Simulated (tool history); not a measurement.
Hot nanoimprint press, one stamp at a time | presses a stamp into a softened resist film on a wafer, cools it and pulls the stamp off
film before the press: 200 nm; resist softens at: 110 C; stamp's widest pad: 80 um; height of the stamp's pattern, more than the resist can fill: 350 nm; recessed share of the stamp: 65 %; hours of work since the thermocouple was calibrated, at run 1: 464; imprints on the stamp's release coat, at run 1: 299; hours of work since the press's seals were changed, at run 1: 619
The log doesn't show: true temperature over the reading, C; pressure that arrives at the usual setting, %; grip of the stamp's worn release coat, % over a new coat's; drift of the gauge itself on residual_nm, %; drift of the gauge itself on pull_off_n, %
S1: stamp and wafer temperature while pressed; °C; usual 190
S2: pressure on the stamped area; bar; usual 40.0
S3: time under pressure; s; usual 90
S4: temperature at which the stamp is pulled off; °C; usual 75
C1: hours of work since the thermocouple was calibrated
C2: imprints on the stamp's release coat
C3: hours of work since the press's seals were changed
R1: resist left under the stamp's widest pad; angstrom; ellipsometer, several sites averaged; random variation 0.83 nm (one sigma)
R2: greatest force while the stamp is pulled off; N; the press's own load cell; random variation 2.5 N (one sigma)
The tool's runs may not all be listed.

Run 1, hour 0.0: usual settings; C1 464; C2 299; C3 619. Result: R1 1056 angstrom, R2 130 N.
Run 2, hour 49.7: usual settings; C1 493; C2 428; C3 648. Result: R1 1057 angstrom, R2 134 N.
Run 3, hour 73.4: usual settings; C1 506; C2 490; C3 661. Result: R1 1062 angstrom, R2 142 N.
At hour 96.2: stamp cleaned and given a new release coat.
Run 4, hour 117.6: usual settings; C1 528; C2 56; C3 683. Result: R1 1061 angstrom, R2 113 N.
Run 5, hour 161.6: usual settings but S3 95 s; C1 553; C2 170; C3 708. Result: R1 1041 angstrom, R2 118 N.
Run 6, hour 215.2: usual settings but S3 95 s; C1 584; C2 310; C3 739. Result: R1 1005 angstrom, R2 123 N.
At hour 224.2: plate thermocouple calibrated.
Run 7, hour 259.9: usual settings but S3 67 s; C1 20; C2 419; C3 762. Result: R1 1219 angstrom, R2 133 N.
Run 8, hour 291.4: usual settings but S1 195 °C; C1 38; C2 501; C3 780. Result: R1 928 angstrom, R2 141 N.
At hour 308.0: stamp cleaned and given a new release coat.
Run 9, hour 334.8: usual settings but S1 195 °C; C1 60; C2 70; C3 802. Result: R1 929 angstrom, R2 118 N.
Run 10, hour 363.7: usual settings but S1 195 °C; C1 76; C2 145; C3 818. Result: R1 916 angstrom, R2 125 N.
Run 11, hour 404.5: usual settings but S1 195 °C; C1 99; C2 251; C3 841. Result: R1 925 angstrom, R2 129 N.
Run 12, hour 443.1: usual settings but S1 194 °C; C1 121; C2 352; C3 863. Result: R1 963 angstrom, R2 132 N.
Run 13, hour 469.0: usual settings but S3 135 s; C1 136; C2 420; C3 878. Result: R1 950 angstrom, R2 134 N.
At hour 518.6: stamp cleaned and given a new release coat.
Run 14, hour 523.9: usual settings but S3 135 s; C1 164; C2 14; C3 906. Result: R1 945 angstrom, R2 116 N.
Run 15, hour 567.1: usual settings but S3 135 s; C1 189; C2 127; C3 931. Result: R1 956 angstrom, R2 122 N.
Run 16, hour 592.0: usual settings; C1 203; C2 192; C3 945. Result: R1 1090 angstrom, R2 124 N.
Run 17, hour 614.8: usual settings but S2 45.9 bar; C1 216; C2 251; C3 958. Result: R1 1017 angstrom, R2 127 N.
Run 18, hour 668.9: usual settings but S2 45.9 bar; C1 247; C2 392; C3 989. Result: R1 1013 angstrom, R2 135 N.
Run 19, hour 701.4: usual settings but S2 45.9 bar; C1 265; C2 477; C3 1007. Result: R1 1020 angstrom, R2 135 N.

Run 20 comes next. What will it give?
At hour 727.9: press's hydraulic seals changed and the load cell set to zero.
At hour 738.7: stamp cleaned and given a new release coat.
Run 20, hour 767.4: usual settings but S1 180 °C, S2 25.9 bar; C1 295; C2 74; C3 19. Result: R1 ?, R2 ?.

{"run 20": {"R1": 1622, "R2": 115}}
Without the tool's hidden state the same run would have given R1 1662 angstrom, R2 114 N.
